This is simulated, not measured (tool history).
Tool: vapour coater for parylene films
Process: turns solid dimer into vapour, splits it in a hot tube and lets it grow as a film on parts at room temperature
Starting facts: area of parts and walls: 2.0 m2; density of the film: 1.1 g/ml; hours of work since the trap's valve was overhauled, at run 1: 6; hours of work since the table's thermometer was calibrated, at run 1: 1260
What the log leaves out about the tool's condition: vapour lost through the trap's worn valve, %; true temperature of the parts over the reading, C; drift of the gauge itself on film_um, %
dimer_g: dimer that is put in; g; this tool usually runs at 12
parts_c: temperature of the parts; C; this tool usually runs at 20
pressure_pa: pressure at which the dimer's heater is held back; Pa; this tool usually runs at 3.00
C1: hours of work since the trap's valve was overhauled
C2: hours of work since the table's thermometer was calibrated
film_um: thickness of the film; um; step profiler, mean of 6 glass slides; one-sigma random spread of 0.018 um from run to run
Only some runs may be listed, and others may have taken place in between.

{"run": 1, "day": 0.0, "dimer_g": 12, "parts_c": 20, "pressure_pa": 3.0, "C1": 6, "C2": 1260, "film_um": 3.34}
{"run": 2, "day": 2.65, "dimer_g": 12, "parts_c": 20, "pressure_pa": 8.12, "C1": 60, "C2": 1314, "film_um": 3.02}
{"run": 3, "day": 4.729, "dimer_g": 12, "parts_c": 20, "pressure_pa": 8.12, "C1": 102, "C2": 1356, "film_um": 3.01}
{"run": 4, "day": 6.904, "dimer_g": 12, "parts_c": 20, "pressure_pa": 8.12, "C1": 147, "C2": 1401, "film_um": 2.97}
{"run": 5, "day": 8.504, "dimer_g": 6, "parts_c": 20, "pressure_pa": 8.12, "C1": 179, "C2": 1433, "film_um": 1.49}
{"run": 6, "day": 10.004, "dimer_g": 12, "parts_c": 20, "pressure_pa": 3.0, "C1": 210, "C2": 1464, "film_um": 3.25}
{"run": 7, "day": 11.938, "dimer_g": 12, "parts_c": 20, "pressure_pa": 2.3, "C1": 249, "C2": 1503, "film_um": 3.25}
{"run": 8, "day": 13.533, "dimer_g": 12, "parts_c": 20, "pressure_pa": 2.3, "C1": 282, "C2": 1536, "film_um": 3.22}
{"run": 9, "day": 15.012, "dimer_g": 12, "parts_c": 26, "pressure_pa": 3.0, "C1": 312, "C2": 1566, "film_um": 2.58}
{"run": 10, "day": 17.271, "dimer_g": 12, "parts_c": 29, "pressure_pa": 3.0, "C1": 358, "C2": 1612, "film_um": 2.37}
{"run": 11, "day": 19.696, "dimer_g": 12, "parts_c": 20, "pressure_pa": 3.0, "C1": 407, "C2": 1662, "film_um": 3.08}
{"run": 12, "day": 20.842, "dimer_g": 12, "parts_c": 20, "pressure_pa": 3.0, "C1": 431, "C2": 1685, "film_um": 3.11}
{"run": 13, "day": 23.175, "dimer_g": 12, "parts_c": 20, "pressure_pa": 3.0, "C1": 478, "C2": 1732, "film_um": 3.06}
{"run": 14, "day": 24.504, "dimer_g": 12, "parts_c": 20, "pressure_pa": 3.0, "C1": 505, "C2": 1759, "film_um": 3.05}
{"run": 15, "day": 25.742, "dimer_g": 12, "parts_c": 20, "pressure_pa": 3.0, "C1": 531, "C2": 1785, "film_um": 3.04}
{"run": 16, "day": 27.979, "dimer_g": 12, "parts_c": 22, "pressure_pa": 3.0, "C1": 576, "C2": 1830, "film_um": 2.81}
{"run": 17, "day": 29.6, "dimer_g": 12, "parts_c": 22, "pressure_pa": 3.0, "C1": 609, "C2": 1863, "film_um": 2.8}
{"day": 30.167, "done": "trap's valve overhauled"}
{"run": 18, "day": 31.433, "dimer_g": 12, "parts_c": 22, "pressure_pa": 3.0, "C1": 26, "C2": 1897, "film_um": 3.14}
{"run": 19, "day": 33.679, "dimer_g": 12, "parts_c": 20, "pressure_pa": 3.0, "C1": 72, "C2": 1943, "film_um": 3.33}
{"day": 34.696, "done": "table's thermometer calibrated"}
{"run": 20, "day": 35.012, "dimer_g": 12, "parts_c": 20, "pressure_pa": 11.05, "C1": 98, "C2": 6, "film_um": 2.84}
{"run": 21, "day": 37.458, "dimer_g": 12, "parts_c": 20, "pressure_pa": 11.05, "C1": 148, "C2": 56, "film_um": 2.82}
{"run": 22, "day": 39.238, "dimer_g": 12, "parts_c": 20, "pressure_pa": 11.05, "C1": 184, "C2": 93, "film_um": 2.79}
{"run": 23, "day": 41.758, "dimer_g": 12, "parts_c": 20, "pressure_pa": 3.32, "C1": 235, "C2": 144, "film_um": 3.09}
{"run": 24, "day": 44.212, "dimer_g": 12, "parts_c": 20, "pressure_pa": 3.0, "C1": 285, "C2": 194, "film_um": 3.08}
{"run": 25, "day": 46.167, "dimer_g": 12, "parts_c": 20, "pressure_pa": 3.0, "C1": 325, "C2": 234, "film_um": 3.08}
{"run": 26, "day": 48.6, "dimer_g": 10, "parts_c": 16, "pressure_pa": 3.0, "C1": 375, "C2": 283, "film_um": 2.86}
{"run": 27, "day": 49.704, "dimer_g": 15, "parts_c": 12, "pressure_pa": 2.4, "C1": 397, "C2": 306, "film_um": 4.92}
{"run": 28, "day": 50.988, "dimer_g": 9, "parts_c": 26, "pressure_pa": 5.47, "C1": 423, "C2": 332, "film_um": 1.75}
{"run": 29, "day": 53.012, "dimer_g": 13, "parts_c": 30, "pressure_pa": 2.16, "C1": 465, "C2": 373, "film_um": 2.43}
{"run": 30, "day": 55.308, "dimer_g": 6, "parts_c": 20, "pressure_pa": 8.53, "C1": 511, "C2": 420, "film_um": 1.34}
{"run": 31, "day": 56.512, "dimer_g": 6, "parts_c": 20, "pressure_pa": 8.53, "C1": 536, "C2": 445, "film_um": 1.35}
{"run": 32, "day": 58.438, "dimer_g": 6, "parts_c": 20, "pressure_pa": 8.53, "C1": 575, "C2": 484, "film_um": 1.33}
{"day": 60.783, "done": "trap's valve overhauled"}
{"run": 33, "day": 61.258, "dimer_g": 6, "parts_c": 20, "pressure_pa": 5.24, "C1": 10, "C2": 538, "film_um": 1.56}
{"run": 34, "day": 63.425, "dimer_g": 15, "parts_c": 20, "pressure_pa": 10.89, "C1": 54, "C2": 582, "film_um": 3.65}
{"run": 35, "day": 64.683, "dimer_g": 11, "parts_c": 16, "pressure_pa": 6.98, "C1": 80, "C2": 608, "film_um": 3.15}
{"run": 36, "day": 66.521, "dimer_g": 12, "parts_c": 22, "pressure_pa": 8.4, "C1": 117, "C2": 645, "film_um": 2.76}
{"run": 37, "day": 68.462, "dimer_g": 8, "parts_c": 20, "pressure_pa": 9.86, "C1": 156, "C2": 685, "film_um": 1.94}
{"run": 38, "day": 70.338, "dimer_g": 8, "parts_c": 20, "pressure_pa": 9.86, "C1": 195, "C2": 723, "film_um": 1.91}
{"run": 39, "day": 72.988, "dimer_g": 8, "parts_c": 20, "pressure_pa": 9.86, "C1": 249, "C2": 777, "film_um": 1.88}
{"run": 40, "day": 75.533, "dimer_g": 8, "parts_c": 20, "pressure_pa": 9.86, "C1": 301, "C2": 829, "film_um": 1.88}
{"run": 41, "day": 77.512, "dimer_g": 11, "parts_c": 30, "pressure_pa": 3.0, "C1": 341, "C2": 869, "film_um": 2.06}
{"run": 42, "day": 79.271, "dimer_g": 11, "parts_c": 30, "pressure_pa": 3.0, "C1": 377, "C2": 905, "film_um": 2.06}
{"run": 43, "day": 81.675, "dimer_g": 10, "parts_c": 16, "pressure_pa": 4.04, "C1": 426, "C2": 954, "film_um": 2.79}
{"run": 44, "day": 84.075, "dimer_g": 12, "parts_c": 18, "pressure_pa": 7.68, "C1": 475, "C2": 1003, "film_um": 2.96}
{"run": 45, "day": 85.533, "dimer_g": 12, "parts_c": 18, "pressure_pa": 7.68, "C1": 504, "C2": 1033, "film_um": 2.94}
{"run": 46, "day": 87.742, "dimer_g": 15, "parts_c": 32, "pressure_pa": 4.21, "C1": 549, "C2": 1078, "film_um": 2.43}
{"run": 47, "day": 89.854, "dimer_g": 15, "parts_c": 32, "pressure_pa": 4.21, "C1": 592, "C2": 1121, "film_um": 2.45}
{"day": 91.321, "done": "trap's valve overhauled"}
{"run": 48, "day": 92.275, "dimer_g": 22, "parts_c": 21, "pressure_pa": 11.38, "C1": 19, "C2": 1167, "film_um": 5.28}

Consider 3 possible next runs. They are alternatives, not a sequence: every one starts from the tool as it was left by run 48. What does each give?
{"run": "A", "day": 94.742, "dimer_g": 12, "parts_c": 20, "pressure_pa": 3.66, "C1": 70, "C2": 1217, "film_um": "?"}
{"run": "B", "day": 94.742, "dimer_g": 11, "parts_c": 25, "pressure_pa": 2.82, "C1": 70, "C2": 1217, "film_um": "?"}
{"run": "C", "day": 94.742, "dimer_g": 5, "parts_c": 13, "pressure_pa": 9.94, "C1": 70, "C2": 1217, "film_um": "?"}

run=A film_um=3.22
run=B film_um=2.57
run=C film_um=1.54
With the hidden condition removed and each run's random variation left untouched, the same runs would have given:
run=A film_um=3.19
run=B film_um=2.54
run=C film_um=1.52
